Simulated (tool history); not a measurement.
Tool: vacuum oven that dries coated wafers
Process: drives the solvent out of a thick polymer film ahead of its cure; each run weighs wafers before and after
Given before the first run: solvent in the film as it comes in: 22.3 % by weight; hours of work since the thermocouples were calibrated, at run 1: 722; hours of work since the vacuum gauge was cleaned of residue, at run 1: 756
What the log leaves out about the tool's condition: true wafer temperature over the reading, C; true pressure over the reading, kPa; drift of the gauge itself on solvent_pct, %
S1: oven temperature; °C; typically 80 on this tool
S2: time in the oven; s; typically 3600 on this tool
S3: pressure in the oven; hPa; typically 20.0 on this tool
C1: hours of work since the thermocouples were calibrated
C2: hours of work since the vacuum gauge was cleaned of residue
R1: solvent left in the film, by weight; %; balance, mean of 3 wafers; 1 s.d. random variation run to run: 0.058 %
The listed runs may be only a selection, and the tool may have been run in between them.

run,hour,S1,S2,S3,C1,C2,R1
1,0.0,80,3600,20.0,722,756,3.61
2,19.8,80,3600,20.0,734,768,3.66
3,34.7,81,3600,20.0,743,777,3.27
4,57.5,81,3600,20.0,757,791,3.34
5,73.8,80,3600,20.0,766,801,3.74
6,91.2,80,3600,78.3,777,811,7.42
7,109.7,80,3600,78.3,788,822,7.26
8,142.9,80,3600,20.0,808,842,3.75
9,173.8,80,3600,20.0,827,861,3.87
10,189.4,80,3600,20.0,836,870,3.81
11,224.0,80,3600,20.0,857,891,3.85
12,253.8,80,3600,20.0,875,909,3.86
13,281.2,80,3600,20.0,891,926,3.79
14,299.8,80,3600,20.0,902,937,3.93
15,326.9,80,3600,20.0,919,953,3.80
16,361.4,80,3600,20.0,940,974,3.86
17,386.7,80,3600,20.0,955,989,3.89
18,418.1,86,3600,20.0,974,1008,2.11
19,449.7,86,3600,20.0,993,1027,2.14
20,468.4,86,3600,20.0,1004,1038,2.07
21,500.4,80,3600,33.3,1023,1058,4.83
22,532.1,80,3600,33.3,1042,1077,4.83
23,549.8,80,3600,33.3,1053,1087,4.81
24,567.1,80,3600,33.3,1063,1098,4.90
25,598.4,79,3600,12.1,1082,1117,3.91
26,632.0,65,6180,39.8,1102,1137,10.07
27,647.7,65,6180,39.8,1112,1146,10.13
28,678.8,84,5340,14.0,1131,1165,1.37
29,705.3,84,5340,14.0,1147,1181,1.36
30,727.5,80,1800,14.3,1160,1194,7.82
31,758.6,80,1860,27.0,1179,1213,8.38
32,779.7,80,1860,27.0,1191,1226,8.29
# hour 782.9: vacuum gauge cleaned of residue and calibrated
33,815.3,85,2880,19.3,1212,20,3.22
34,842.5,71,4680,21.8,1228,36,6.94
35,858.6,85,3600,20.0,1238,46,2.63
36,881.1,85,3600,20.0,1252,59,2.51
# hour 891.1: vacuum gauge cleaned of residue and calibrated, once more
37,917.2,88,3420,29.0,1272,16,2.26
38,945.8,72,1920,10.1,1290,33,10.78
39,964.7,77,4800,20.0,1301,44,3.95
40,995.5,77,4800,20.0,1319,63,3.93
41,1023.3,77,4800,20.0,1336,80,4.04
42,1039.1,77,5880,42.9,1346,89,4.87
43,1072.9,77,5880,42.9,1366,109,4.89
44,1102.9,77,5880,42.9,1384,127,4.82
45,1134.5,87,4140,42.5,1403,146,2.95
46,1170.5,80,3600,71.8,1425,168,7.63
47,1186.2,81,3600,42.7,1434,178,5.31

A few steps of R1 between consecutive runs. Split each: what settings, incoming material and random variation would produce without the hidden state, and what is left over for the hidden state, along with gauge scatter present in only one of the two compared results (measured, and without hidden state):
Run 27 -> 28: S1 65 -> 84, S2 6180 -> 5340, S3 39.8 -> 14.0. R1 -8.76 %: hidden state -1.25, all else -7.51.
Run 29 -> 30: S1 84 -> 80, S2 5340 -> 1800, S3 14.0 -> 14.3. R1 +6.46 %: hidden state +0.99, all else +5.47.
Run 37 -> 38: S1 88 -> 72, S2 3420 -> 1920, S3 29.0 -> 10.1. R1 +8.52 %: hidden state +0.79, all else +7.73.
Run 38 -> 39: S1 72 -> 77, S2 1920 -> 4800, S3 10.1 -> 20.0. R1 -6.83 %: hidden state -0.28, all else -6.55.
Run 45 -> 46: S1 87 -> 80, S2 4140 -> 3600, S3 42.5 -> 71.8. R1 +4.68 %: hidden state +0.88, all else +3.80.

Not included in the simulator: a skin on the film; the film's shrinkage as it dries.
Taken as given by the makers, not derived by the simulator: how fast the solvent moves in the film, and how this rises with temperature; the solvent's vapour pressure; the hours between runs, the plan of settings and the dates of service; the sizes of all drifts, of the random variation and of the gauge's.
